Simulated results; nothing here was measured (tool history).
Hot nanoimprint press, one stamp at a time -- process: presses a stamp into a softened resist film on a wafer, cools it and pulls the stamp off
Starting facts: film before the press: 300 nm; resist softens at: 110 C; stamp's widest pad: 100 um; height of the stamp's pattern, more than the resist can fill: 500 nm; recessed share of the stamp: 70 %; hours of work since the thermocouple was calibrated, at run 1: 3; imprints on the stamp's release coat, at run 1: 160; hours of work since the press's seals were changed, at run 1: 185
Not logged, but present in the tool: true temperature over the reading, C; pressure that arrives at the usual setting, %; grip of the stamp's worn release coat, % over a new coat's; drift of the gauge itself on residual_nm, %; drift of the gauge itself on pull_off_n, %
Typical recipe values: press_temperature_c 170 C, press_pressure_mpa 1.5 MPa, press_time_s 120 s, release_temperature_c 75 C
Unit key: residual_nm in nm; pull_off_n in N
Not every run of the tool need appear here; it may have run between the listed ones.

| run | hour | press_temperature_c | press_pressure_mpa | press_time_s | release_temperature_c | hours of work since the thermocouple was calibrated | imprints on the stamp's release coat | hours of work since the press's seals were changed | residual_nm | pull_off_n |
|---|---|---|---|---|---|---|---|---|---|---|
| 1 | 0 | 170 | 1.5 | 120 | 75 | 3 | 160 | 185 | 106.7 | 204 |
| 2 | 28.9 | 170 | 1.5 | 120 | 75 | 16 | 246 | 197 | 106.2 | 205 |
| 3 | 57.8 | 170 | 1.5 | 120 | 65 | 28 | 333 | 209 | 106.4 | 245 |
| 4 | 75.3 | 170 | 1.5 | 120 | 65 | 35 | 385 | 217 | 105.8 | 248 |
| 5 | 99.8 | 170 | 1.5 | 120 | 75 | 46 | 458 | 227 | 106 | 211 |
| 6 | 118.1 | 170 | 0.91 | 120 | 75 | 54 | 513 | 235 | 135.2 | 212 |
| 7 | 140.5 | 159 | 1.5 | 120 | 75 | 63 | 580 | 245 | 192.1 | 216 |
| 8 | 161.8 | 178 | 1.5 | 120 | 73 | 72 | 643 | 254 | 68.8 | 224 |
| 9 | 191.4 | 159 | 1.5 | 120 | 77 | 85 | 732 | 266 | 191.6 | 210 |
| 10 | 211 | 159 | 1.5 | 120 | 77 | 93 | 791 | 275 | 191.6 | 213 |
|  | 225.9 | stamp cleaned and given a new release coat |
| 11 | 239.3 | 170 | 1.14 | 117 | 75 | 103 | 40 | 284 | 120.9 | 199 |
| 12 | 270.4 | 170 | 1.5 | 92 | 75 | 116 | 133 | 298 | 116.5 | 204 |

Below are 5 alternative next runs, each starting from the tool's condition after run 12. Predict each:
| A | 290.9 | 170 | 1.5 | 83 | 75 | 125 | 194 | 306 | ? | ? |
| B | 290.9 | 180 | 1.5 | 212 | 75 | 125 | 194 | 306 | ? | ? |
| C | 290.9 | 167 | 1.43 | 117 | 75 | 125 | 194 | 306 | ? | ? |
| D | 290.9 | 171 | 1.5 | 121 | 75 | 125 | 194 | 306 | ? | ? |
| E | 290.9 | 170 | 1.5 | 149 | 66 | 125 | 194 | 306 | ? | ? |

| run | residual_nm | pull_off_n |
|---|---|---|
| A | 120.7 | 203 |
| B | 48.1 | 203 |
| C | 127.8 | 204 |
| D | 98.9 | 202 |
| E | 95.3 | 235 |
The same runs, with their run-to-run variation unchanged, on a tool lacking any hidden condition would have given:
| run | residual_nm | pull_off_n |
|---|---|---|
| A | 122.3 | 198 |
| B | 48.7 | 198 |
| C | 129.7 | 200 |
| D | 100.3 | 198 |
| E | 96.7 | 230 |

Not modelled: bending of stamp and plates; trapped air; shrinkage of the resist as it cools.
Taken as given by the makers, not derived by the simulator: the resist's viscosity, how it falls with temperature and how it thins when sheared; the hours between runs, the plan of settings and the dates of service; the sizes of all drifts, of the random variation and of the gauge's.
